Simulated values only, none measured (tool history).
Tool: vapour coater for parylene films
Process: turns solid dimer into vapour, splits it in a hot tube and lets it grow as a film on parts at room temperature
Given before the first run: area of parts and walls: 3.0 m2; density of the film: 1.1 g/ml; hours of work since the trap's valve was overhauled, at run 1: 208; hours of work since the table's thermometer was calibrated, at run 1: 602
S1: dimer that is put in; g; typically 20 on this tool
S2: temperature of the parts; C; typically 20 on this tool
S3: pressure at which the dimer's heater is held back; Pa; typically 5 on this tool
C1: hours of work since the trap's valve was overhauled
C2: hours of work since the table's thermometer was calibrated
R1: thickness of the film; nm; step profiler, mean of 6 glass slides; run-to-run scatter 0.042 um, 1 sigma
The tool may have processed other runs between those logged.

run     day  S1  S2    S3   C1   C2    R1
  1       0  20  20     5  208  602  4340
  2   2.879  20  20     5  258  652  4310
  3   4.712  20  20     5  290  684  4220
  4   6.908  20  20     5  329  722  4270
  5   9.842  20  20  6.17  380  773  4040
  6  11.612  20  20  6.17  411  804  4000
     12.021  -- trap's valve overhauled
  7   13.85  20  20     5   32  840  3870
  8  17.129  20  20     5   89  897  3840
  9  19.762  20  20     5  135  943  3820
       20.9  -- table's thermometer calibrated
 10  23.046  20  18  8.69  192   37  3360
 11  25.988  20  20     5  243   89  3590
 12  27.388  20  20     5  267  113  3620
 13  28.725  20  13  3.46  291  136  4430
     29.862  -- trap's valve overhauled, once more
 14  32.075  31  32  2.97   39  192  6170
 15  34.262   8  20  2.65   77  230  2040
 16  36.554   8  20  2.65  117  270  2000

How would selected steps in R1 from run to run divide? Give the signed amount a tool lacking its hidden state would still show from settings, what came in and random variation, and the signed amount left for the hidden state, including any gauge scatter that is not in both of the compared results.
Hidden state at play: vapour lost through the trap's worn valve, %; true temperature of the parts over the reading, C; drift of the gauge itself on film_um, %.
Run 13 -> 14: S1 20 -> 31, S2 13 -> 32, S3 3.46 -> 2.97, trap's valve overhauled, once more. R1 +1740 nm: hidden state +1320, all else +420.
Run 14 -> 15: S1 31 -> 8, S2 32 -> 20, S3 2.97 -> 2.65. R1 -4130 nm: hidden state +0, all else -4130.

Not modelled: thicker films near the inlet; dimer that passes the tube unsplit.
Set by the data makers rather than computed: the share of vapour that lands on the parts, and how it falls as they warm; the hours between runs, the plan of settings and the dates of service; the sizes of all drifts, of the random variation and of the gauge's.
